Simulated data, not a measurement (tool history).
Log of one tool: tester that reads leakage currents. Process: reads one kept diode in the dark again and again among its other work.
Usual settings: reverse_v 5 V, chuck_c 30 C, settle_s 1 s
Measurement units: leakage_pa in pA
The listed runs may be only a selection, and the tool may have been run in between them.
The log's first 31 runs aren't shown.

run,hour,reverse_v,chuck_c,settle_s,leakage_pa
32,901.7,5,30,1,230.2
33,929,11.9,30,4.62,336.58
34,959.8,5,52,1,1572.65
35,978.4,5,52,1,1570.87
36,1008.5,5,46,0.34,954.6
37,1025.2,5,46,0.34,951.19
38,1054.6,5,30,5.48,225.42
39,1078.7,14.44,36,2.1,629.07
40,1102.9,15.52,36,2.1,650.61
41,1124.3,1.39,22,2.77,59.89

3 ways to go on from here, each from the tool as it stands after run 41. What would each give?
A,1157.3,5,44,1,?
B,1157.3,19.33,22,1.34,?
C,1157.3,17.8,22,2.77,?

run,leakage_pa
A,799.26
B,198.92
C,191.38
Had the tool no hidden state, the same runs would have come out as:
run,leakage_pa
A,836.37
B,193.92
C,187.23

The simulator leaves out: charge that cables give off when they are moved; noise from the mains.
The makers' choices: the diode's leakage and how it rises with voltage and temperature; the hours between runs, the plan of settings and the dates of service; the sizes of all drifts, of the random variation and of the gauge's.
